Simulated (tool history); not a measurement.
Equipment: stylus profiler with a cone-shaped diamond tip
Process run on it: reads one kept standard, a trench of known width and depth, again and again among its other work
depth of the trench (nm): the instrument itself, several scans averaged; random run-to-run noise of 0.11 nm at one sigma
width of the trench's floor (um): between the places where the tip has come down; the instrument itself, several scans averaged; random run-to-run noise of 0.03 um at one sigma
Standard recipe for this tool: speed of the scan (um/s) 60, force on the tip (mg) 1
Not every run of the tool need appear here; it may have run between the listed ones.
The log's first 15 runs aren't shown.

run,hour,speed of the scan (um/s),force on the tip (mg),depth of the trench (nm),width of the trench's floor (um)
# hour 1582.7: new tip fitted, height scale calibrated
# hour 1655.3: height scale calibrated on a step standard, once more
16,1671.8,51,1,200.85,96.8
17,1737.1,51,1,200.9,96.76
18,1877.4,21,1.78,201.11,96.95
19,1994.3,74,0.74,200.69,96.41
20,2070.8,74,0.74,200.85,96.36
21,2191.2,56,1.62,201.09,96.62
22,2321.7,56,1.62,201.21,96.61
23,2440.9,112,0.34,200.71,95.33
24,2580.1,16,0.59,200.67,96.62
25,2642.4,25,2.37,201.65,96.71
26,2704.5,25,2.37,201.67,96.66
27,2820.1,25,2.37,201.72,96.61
28,2881.5,16,0.75,201.1,96.63
29,3006.4,29,0.36,200.96,96.33
30,3147.3,164,0.44,200.93,94.68
31,3276.3,164,0.44,200.75,94.65
32,3369.9,72,2.16,201.62,96.15

Each row is a separate what-if for the run after 32, all from the same tool condition, not one after another. Results?
A,3501.9,30,2.61,?,?
B,3501.9,60,2.02,?,?
C,3501.9,156,1.4,?,?
D,3501.9,43,1.59,?,?

run,depth of the trench (nm),width of the trench's floor (um)
A,201.86,96.34
B,201.53,96.15
C,201.27,95.51
D,201.46,96.2
With the hidden condition removed and each run's random variation left untouched, the same runs would have given:
run,depth of the trench (nm),width of the trench's floor (um)
A,201.31,97.03
B,200.98,96.84
C,200.71,96.21
D,200.91,96.89

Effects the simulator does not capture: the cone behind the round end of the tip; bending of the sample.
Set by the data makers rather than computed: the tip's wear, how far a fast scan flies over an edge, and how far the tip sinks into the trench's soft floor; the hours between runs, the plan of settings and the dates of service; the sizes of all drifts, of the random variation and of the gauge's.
